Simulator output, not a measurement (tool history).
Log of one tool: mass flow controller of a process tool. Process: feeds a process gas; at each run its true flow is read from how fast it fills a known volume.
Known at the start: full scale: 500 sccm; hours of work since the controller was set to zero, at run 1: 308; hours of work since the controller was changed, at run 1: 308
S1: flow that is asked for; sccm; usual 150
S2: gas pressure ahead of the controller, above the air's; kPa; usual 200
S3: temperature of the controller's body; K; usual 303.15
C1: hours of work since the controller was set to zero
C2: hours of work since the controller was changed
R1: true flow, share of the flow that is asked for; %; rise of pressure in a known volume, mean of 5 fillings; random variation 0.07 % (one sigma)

Run 1, hour 0.0: usual settings; C1 308; C2 308. Result: R1 98.60 %.
Run 2, hour 537.5: usual settings; C1 482; C2 482. Result: R1 98.84 %.
Run 3, hour 970.7: usual settings; C1 621; C2 621. Result: R1 98.77 %.
Run 4, hour 1394.2: usual settings; C1 758; C2 758. Result: R1 98.77 %.
Run 5, hour 1647.5: usual settings but S3 294.15 K; C1 840; C2 840. Result: R1 99.62 %.
Run 6, hour 1973.0: usual settings but S3 294.15 K; C1 945; C2 945. Result: R1 99.69 %.
Run 7, hour 2406.6: usual settings but S3 294.15 K; C1 1085; C2 1085. Result: R1 99.57 %.
Run 8, hour 2893.9: usual settings but S1 194 sccm, S3 294.15 K; C1 1242; C2 1242. Result: R1 99.80 %.
Run 9, hour 3409.6: usual settings but S1 194 sccm, S2 143 kPa, S3 294.15 K; C1 1408; C2 1408. Result: R1 100.16 %.
Run 10, hour 3895.8: usual settings but S1 129 sccm, S2 272 kPa, S3 308.15 K; C1 1565; C2 1565. Result: R1 98.42 %.
Run 11, hour 4120.6: usual settings but S1 129 sccm, S2 272 kPa, S3 308.15 K; C1 1638; C2 1638. Result: R1 98.46 %.
Run 12, hour 4668.8: usual settings but S1 129 sccm, S2 272 kPa, S3 308.15 K; C1 1815; C2 1815. Result: R1 98.46 %.
Run 13, hour 4971.3: usual settings but S1 129 sccm, S2 272 kPa, S3 308.15 K; C1 1913; C2 1913. Result: R1 98.50 %.
Run 14, hour 5329.7: usual settings but S1 55 sccm; C1 2028; C2 2028. Result: R1 99.04 %.
Run 15, hour 5610.3: usual settings but S1 163 sccm, S2 161 kPa, S3 297.15 K; C1 2119; C2 2119. Result: R1 100.10 %.
Run 16, hour 5926.2: usual settings but S1 231 sccm, S2 158 kPa, S3 306.15 K; C1 2221; C2 2221. Result: R1 99.62 %.
Run 17, hour 6264.6: usual settings but S1 188 sccm, S2 158 kPa, S3 296.15 K; C1 2330; C2 2330. Result: R1 100.20 %.

Some steps in R1 between neighbouring runs. How much of each would the tool show without its hidden state too (settings, what came in, random variation), and how much is left for the hidden state, with any gauge scatter that isn't in both results?
The hidden state here: flow at rest that the sensor doesn't see, % of full scale; true flow over the shown one, %; drift of the gauge itself on true_pct, %.
Run 8 -> 9: S2 200 -> 143. R1 +0.36 %: hidden state +0.07, all else +0.29.
Run 9 -> 10: S1 194 -> 129, S2 143 -> 272, S3 294.15 -> 308.15. R1 -1.74 %: hidden state +0.05, all else -1.79.

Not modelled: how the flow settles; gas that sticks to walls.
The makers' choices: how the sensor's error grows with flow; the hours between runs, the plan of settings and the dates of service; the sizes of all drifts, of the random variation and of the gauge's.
